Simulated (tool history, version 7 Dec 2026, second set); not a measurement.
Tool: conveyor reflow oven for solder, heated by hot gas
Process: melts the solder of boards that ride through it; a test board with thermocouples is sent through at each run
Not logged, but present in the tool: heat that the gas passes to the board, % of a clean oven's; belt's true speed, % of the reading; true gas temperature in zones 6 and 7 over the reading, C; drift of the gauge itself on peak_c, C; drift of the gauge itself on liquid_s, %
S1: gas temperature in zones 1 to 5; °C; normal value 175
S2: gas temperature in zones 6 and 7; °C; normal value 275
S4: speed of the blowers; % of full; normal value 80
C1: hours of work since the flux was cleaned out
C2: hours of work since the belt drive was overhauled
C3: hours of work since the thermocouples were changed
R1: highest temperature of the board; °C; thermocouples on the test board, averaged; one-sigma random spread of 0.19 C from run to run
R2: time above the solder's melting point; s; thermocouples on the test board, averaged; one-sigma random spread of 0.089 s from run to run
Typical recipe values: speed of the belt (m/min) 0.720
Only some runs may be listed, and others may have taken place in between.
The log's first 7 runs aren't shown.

{"run": 8, "hour": 74.9, "S1": 175, "S2": 275, "speed of the belt (m/min)": 0.72, "S4": 81, "C1": 64, "C2": 116, "C3": 510, "R1": 259.0, "R2": 54.83}
{"run": 9, "hour": 81.5, "S1": 175, "S2": 275, "speed of the belt (m/min)": 0.72, "S4": 81, "C1": 67, "C2": 119, "C3": 514, "R1": 258.9, "R2": 54.81}
{"run": 10, "hour": 92.6, "S1": 175, "S2": 275, "speed of the belt (m/min)": 0.72, "S4": 81, "C1": 73, "C2": 125, "C3": 520, "R1": 259.0, "R2": 54.6}
{"run": 11, "hour": 100.0, "S1": 175, "S2": 275, "speed of the belt (m/min)": 0.72, "S4": 81, "C1": 77, "C2": 129, "C3": 524, "R1": 259.1, "R2": 54.7}
{"run": 12, "hour": 111.4, "S1": 175, "S2": 275, "speed of the belt (m/min)": 0.72, "S4": 81, "C1": 84, "C2": 136, "C3": 530, "R1": 259.0, "R2": 54.68}
{"run": 13, "hour": 120.4, "S1": 177, "S2": 275, "speed of the belt (m/min)": 0.72, "S4": 80, "C1": 88, "C2": 140, "C3": 535, "R1": 259.0, "R2": 55.22}
{"run": 14, "hour": 132.3, "S1": 177, "S2": 275, "speed of the belt (m/min)": 0.72, "S4": 80, "C1": 95, "C2": 147, "C3": 541, "R1": 259.0, "R2": 55.16}
{"run": 15, "hour": 141.0, "S1": 175, "S2": 275, "speed of the belt (m/min)": 0.72, "S4": 80, "C1": 100, "C2": 152, "C3": 546, "R1": 258.5, "R2": 54.46}
{"run": 16, "hour": 154.6, "S1": 175, "S2": 275, "speed of the belt (m/min)": 0.72, "S4": 80, "C1": 107, "C2": 159, "C3": 553, "R1": 258.6, "R2": 54.39}
{"run": 17, "hour": 165.9, "S1": 188, "S2": 274, "speed of the belt (m/min)": 0.621, "S4": 80, "C1": 113, "C2": 165, "C3": 560, "R1": 263.1, "R2": 70.85}
{"run": 18, "hour": 178.0, "S1": 179, "S2": 274, "speed of the belt (m/min)": 0.621, "S4": 78, "C1": 120, "C2": 172, "C3": 566, "R1": 261.7, "R2": 67.1}
{"run": 19, "hour": 185.9, "S1": 162, "S2": 287, "speed of the belt (m/min)": 0.72, "S4": 80, "C1": 124, "C2": 176, "C3": 570, "R1": 267.1, "R2": 54.88}
{"run": 20, "hour": 197.4, "S1": 181, "S2": 269, "speed of the belt (m/min)": 0.62, "S4": 65, "C1": 130, "C2": 182, "C3": 577, "R1": 255.6, "R2": 63.87}
{"run": 21, "hour": 209.3, "S1": 181, "S2": 275, "speed of the belt (m/min)": 0.722, "S4": 80, "C1": 137, "C2": 189, "C3": 583, "R1": 259.3, "R2": 56.58}
{"run": 22, "hour": 216.6, "S1": 181, "S2": 275, "speed of the belt (m/min)": 0.722, "S4": 80, "C1": 141, "C2": 193, "C3": 587, "R1": 259.3, "R2": 56.53}
{"run": 23, "hour": 228.2, "S1": 175, "S2": 275, "speed of the belt (m/min)": 0.72, "S4": 55, "C1": 147, "C2": 199, "C3": 593, "R1": 252.2, "R2": 49.56}
{"run": 24, "hour": 235.9, "S1": 175, "S2": 274, "speed of the belt (m/min)": 0.681, "S4": 55, "C1": 151, "C2": 203, "C3": 597, "R1": 253.4, "R2": 53.51}
{"run": 25, "hour": 242.9, "S1": 175, "S2": 273, "speed of the belt (m/min)": 0.843, "S4": 80, "C1": 155, "C2": 207, "C3": 601, "R1": 251.5, "R2": 41.89}
{"run": 26, "hour": 250.9, "S1": 175, "S2": 289, "speed of the belt (m/min)": 0.715, "S4": 80, "C1": 159, "C2": 211, "C3": 606, "R1": 271.4, "R2": 60.61}
{"run": 27, "hour": 262.4, "S1": 177, "S2": 272, "speed of the belt (m/min)": 0.715, "S4": 80, "C1": 165, "C2": 217, "C3": 612, "R1": 255.8, "R2": 54.27}
{"run": 28, "hour": 272.9, "S1": 179, "S2": 272, "speed of the belt (m/min)": 0.715, "S4": 66, "C1": 171, "C2": 223, "C3": 617, "R1": 253.4, "R2": 52.78}
{"run": 29, "hour": 279.5, "S1": 179, "S2": 272, "speed of the belt (m/min)": 0.715, "S4": 66, "C1": 175, "C2": 227, "C3": 621, "R1": 253.3, "R2": 52.55}
{"run": 30, "hour": 291.9, "S1": 179, "S2": 272, "speed of the belt (m/min)": 0.715, "S4": 66, "C1": 181, "C2": 233, "C3": 628, "R1": 253.5, "R2": 52.72}
{"run": 31, "hour": 304.1, "S1": 179, "S2": 272, "speed of the belt (m/min)": 0.715, "S4": 66, "C1": 188, "C2": 240, "C3": 634, "R1": 253.2, "R2": 52.74}
{"run": 32, "hour": 319.0, "S1": 172, "S2": 271, "speed of the belt (m/min)": 0.84, "S4": 66, "C1": 196, "C2": 248, "C3": 642, "R1": 245.2, "R2": 36.61}

Forecast each of these 3 alternatives for the next run:
{"run": "A", "hour": 327.4, "S1": 175, "S2": 283, "speed of the belt (m/min)": 0.72, "S4": 80, "C1": 201, "C2": 253, "C3": 647, "R1": "?", "R2": "?"}
{"run": "B", "hour": 327.4, "S1": 188, "S2": 284, "speed of the belt (m/min)": 0.84, "S4": 68, "C1": 201, "C2": 253, "C3": 647, "R1": "?", "R2": "?"}
{"run": "C", "hour": 327.4, "S1": 185, "S2": 265, "speed of the belt (m/min)": 0.829, "S4": 66, "C1": 201, "C2": 253, "C3": 647, "R1": "?", "R2": "?"}

run=A R1=265.0 R2=57.38
run=B R1=260.3 R2=50.13
run=C R1=243.8 R2=40.42
With no hidden state in the tool, these same runs would have given:
run=A R1=268.0 R2=58.34
run=B R1=263.1 R2=51.12
run=C R1=246.5 R2=42.18
